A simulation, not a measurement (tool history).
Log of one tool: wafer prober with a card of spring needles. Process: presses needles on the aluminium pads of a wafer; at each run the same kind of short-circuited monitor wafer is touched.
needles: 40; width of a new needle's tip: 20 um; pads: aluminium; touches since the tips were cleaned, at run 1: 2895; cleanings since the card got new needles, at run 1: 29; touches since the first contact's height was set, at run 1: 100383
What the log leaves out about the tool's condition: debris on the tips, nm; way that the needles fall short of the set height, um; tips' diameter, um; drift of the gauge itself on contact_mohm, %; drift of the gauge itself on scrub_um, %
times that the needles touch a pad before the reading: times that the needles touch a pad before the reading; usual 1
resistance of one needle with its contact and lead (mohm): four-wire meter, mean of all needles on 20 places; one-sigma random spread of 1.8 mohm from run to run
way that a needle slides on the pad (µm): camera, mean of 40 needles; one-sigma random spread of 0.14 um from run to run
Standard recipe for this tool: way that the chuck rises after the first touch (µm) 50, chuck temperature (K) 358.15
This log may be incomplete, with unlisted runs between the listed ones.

run,hour,way that the chuck rises after the first touch (µm),chuck temperature (K),times that the needles touch a pad before the reading,touches since the tips were cleaned,cleanings since the card got new needles,touches since the first contact's height was set,resistance of one needle with its contact and lead (mohm),way that a needle slides on the pad (µm)
1,0,50,358.15,1,2895,29,100383,189,12.29
# hour 1.2: tips cleaned on abrasive film
# hour 11.7: tips cleaned on abrasive film
2,13.6,50,358.15,1,612,31,104599,186,12.37
# hour 21.7: tips cleaned on abrasive film
3,24.1,50,332.15,1,775,32,107862,180,12.4
# hour 31.4: tips cleaned on abrasive film
4,37.3,50,332.15,1,1843,33,111967,185,12.38
# hour 41: tips cleaned on abrasive film
5,48.8,50,332.15,1,2436,34,115545,183,12.23
# hour 51: tips cleaned on abrasive film
6,59.7,50,332.15,1,2721,35,118925,182,12.12
# hour 60.7: tips cleaned on abrasive film
# hour 70.7: tips cleaned on abrasive film
7,71.6,50,332.15,1,310,37,122624,183,12.31
8,79,50,358.15,1,2612,37,124926,189,12.32
# hour 81.1: tips cleaned on abrasive film
9,89.6,50,358.15,1,2663,38,128224,189,12.34
# hour 91.2: tips cleaned on abrasive film
# hour 101.3: tips cleaned on abrasive film
10,101.4,50,358.15,1,58,40,131884,182,12.44
11,109.3,50,358.15,1,2517,40,134343,190,12.16
# hour 111.1: tips cleaned on abrasive film
12,117,50,358.15,1,1839,41,136730,187,12.35
# hour 121.4: tips cleaned on abrasive film
13,126,50,358.15,1,1435,42,139532,188,12.52
# hour 131.7: tips cleaned on abrasive film
# hour 135.9: height of the first contact set anew
14,139.2,50,358.15,1,2272,43,1043,186,12.33
# hour 141.6: tips cleaned on abrasive film
# hour 151.8: tips cleaned on abrasive film
15,153.5,50,300.15,1,522,45,5455,175,12.46
# hour 161.6: tips cleaned on abrasive film
16,167.6,50,300.15,1,1890,46,9866,179,12.01
# hour 171.4: tips cleaned on abrasive film
17,180,50,300.15,1,2690,47,13708,178,12.22
# hour 181.1: tips cleaned on abrasive film
18,188,50,303.15,1,2161,48,16199,175,12.25
# hour 191: tips cleaned on abrasive film
19,195.4,50,303.15,1,1368,49,18482,175,12.26
# hour 201.6: tips cleaned on abrasive film
20,209.6,50,333.15,1,2513,50,22913,185,12.37
# hour 211.9: tips cleaned on abrasive film
21,217.1,50,333.15,1,1625,51,25236,184,12.21
# hour 222.4: tips cleaned on abrasive film
22,226.8,34,317.15,1,1397,52,28256,188,8.34
# hour 232.6: tips cleaned on abrasive film
23,236.5,50,298.15,1,1220,53,31261,177,12.4
# hour 242.2: tips cleaned on abrasive film
24,243.2,50,298.15,1,302,54,33331,175,12.31
# hour 252.7: tips cleaned on abrasive film
25,253.8,49,302.15,1,356,55,36637,179,12.13
# hour 262.5: tips cleaned on abrasive film
26,266,32,312.15,3,1124,56,40443,187,7.77
# hour 272.5: tips cleaned on abrasive film
27,274.3,32,312.15,3,580,57,43014,186,8.02
28,281.9,35,348.15,2,2973,57,45407,194,8.55
# hour 283.1: tips cleaned on abrasive film
29,290.7,35,305.15,1,2376,58,48126,185,8.62
# hour 293.4: tips cleaned on abrasive film
30,298.6,35,305.15,1,1620,59,50563,186,8.6
# hour 303.5: tips cleaned on abrasive film
31,309.5,35,366.15,1,1879,60,53966,198,8.75
# hour 314.3: tips cleaned on abrasive film
32,317.9,35,366.15,1,1130,61,56565,197,8.75
# hour 324.4: tips cleaned on abrasive film
33,330.3,67,331.15,1,1841,62,60427,176,16.29

Hidden condition of the tool, last listed run before each entry between runs versus first listed run after:
Between runs 1 and 2: tips cleaned on abrasive film (hour 1.2); tips cleaned on abrasive film (hour 11.7)
  debris on the tips, nm: 0.5 -> 0.1
Between runs 2 and 3: tips cleaned on abrasive film (hour 21.7)
  the hidden state is the same at both runs
Between runs 3 and 4: tips cleaned on abrasive film (hour 31.4)
  debris on the tips, nm: 0.1 -> 0.3
Between runs 4 and 5: tips cleaned on abrasive film (hour 41)
  debris on the tips, nm: 0.3 -> 0.4
Between runs 5 and 6: tips cleaned on abrasive film (hour 51)
  the hidden state is the same at both runs
Between runs 6 and 7: tips cleaned on abrasive film (hour 60.7); tips cleaned on abrasive film (hour 70.7)
  debris on the tips, nm: 0.4 -> 0.1
Between runs 8 and 9: tips cleaned on abrasive film (hour 81.1)
  the hidden state is the same at both runs
Between runs 9 and 10: tips cleaned on abrasive film (hour 91.2); tips cleaned on abrasive film (hour 101.3)
  debris on the tips, nm: 0.4 -> 0
Between runs 11 and 12: tips cleaned on abrasive film (hour 111.1)
  debris on the tips, nm: 0.4 -> 0.3
Between runs 12 and 13: tips cleaned on abrasive film (hour 121.4)
  the hidden state is the same at both runs
Between runs 13 and 14: tips cleaned on abrasive film (hour 131.7); height of the first contact set anew (hour 135.9)
  debris on the tips, nm: 0.3 -> 0.4; way that the needles fall short of the set height, um: 0.02 -> 0
Between runs 14 and 15: tips cleaned on abrasive film (hour 141.6); tips cleaned on abrasive film (hour 151.8)
  debris on the tips, nm: 0.4 -> 0.1
Between runs 15 and 16: tips cleaned on abrasive film (hour 161.6)
  debris on the tips, nm: 0.1 -> 0.3
Between runs 16 and 17: tips cleaned on abrasive film (hour 171.4)
  debris on the tips, nm: 0.3 -> 0.4
Between runs 17 and 18: tips cleaned on abrasive film (hour 181.1)
  debris on the tips, nm: 0.4 -> 0.3
Between runs 18 and 19: tips cleaned on abrasive film (hour 191)
  debris on the tips, nm: 0.3 -> 0.2
Between runs 19 and 20: tips cleaned on abrasive film (hour 201.6)
  debris on the tips, nm: 0.2 -> 0.4
Between runs 20 and 21: tips cleaned on abrasive film (hour 211.9)
  debris on the tips, nm: 0.4 -> 0.3
Between runs 21 and 22: tips cleaned on abrasive film (hour 222.4)
  the hidden state is the same at both runs
Between runs 22 and 23: tips cleaned on abrasive film (hour 232.6)
  debris on the tips, nm: 0.3 -> 0.2
Between runs 23 and 24: tips cleaned on abrasive film (hour 242.2)
  debris on the tips, nm: 0.2 -> 0.1; way that the needles fall short of the set height, um: 0 -> 0.01
Between runs 24 and 25: tips cleaned on abrasive film (hour 252.7)
  the hidden state is the same at both runs
Between runs 25 and 26: tips cleaned on abrasive film (hour 262.5)
  debris on the tips, nm: 0.1 -> 0.2
Between runs 26 and 27: tips cleaned on abrasive film (hour 272.5)
  debris on the tips, nm: 0.2 -> 0.1
Between runs 28 and 29: tips cleaned on abrasive film (hour 283.1)
  the hidden state is the same at both runs
Between runs 29 and 30: tips cleaned on abrasive film (hour 293.4)
  debris on the tips, nm: 0.4 -> 0.3
Between runs 30 and 31: tips cleaned on abrasive film (hour 303.5)
  the hidden state is the same at both runs
Between runs 31 and 32: tips cleaned on abrasive film (hour 314.3)
  debris on the tips, nm: 0.3 -> 0.2
Between runs 32 and 33: tips cleaned on abrasive film (hour 324.4)
  debris on the tips, nm: 0.2 -> 0.3

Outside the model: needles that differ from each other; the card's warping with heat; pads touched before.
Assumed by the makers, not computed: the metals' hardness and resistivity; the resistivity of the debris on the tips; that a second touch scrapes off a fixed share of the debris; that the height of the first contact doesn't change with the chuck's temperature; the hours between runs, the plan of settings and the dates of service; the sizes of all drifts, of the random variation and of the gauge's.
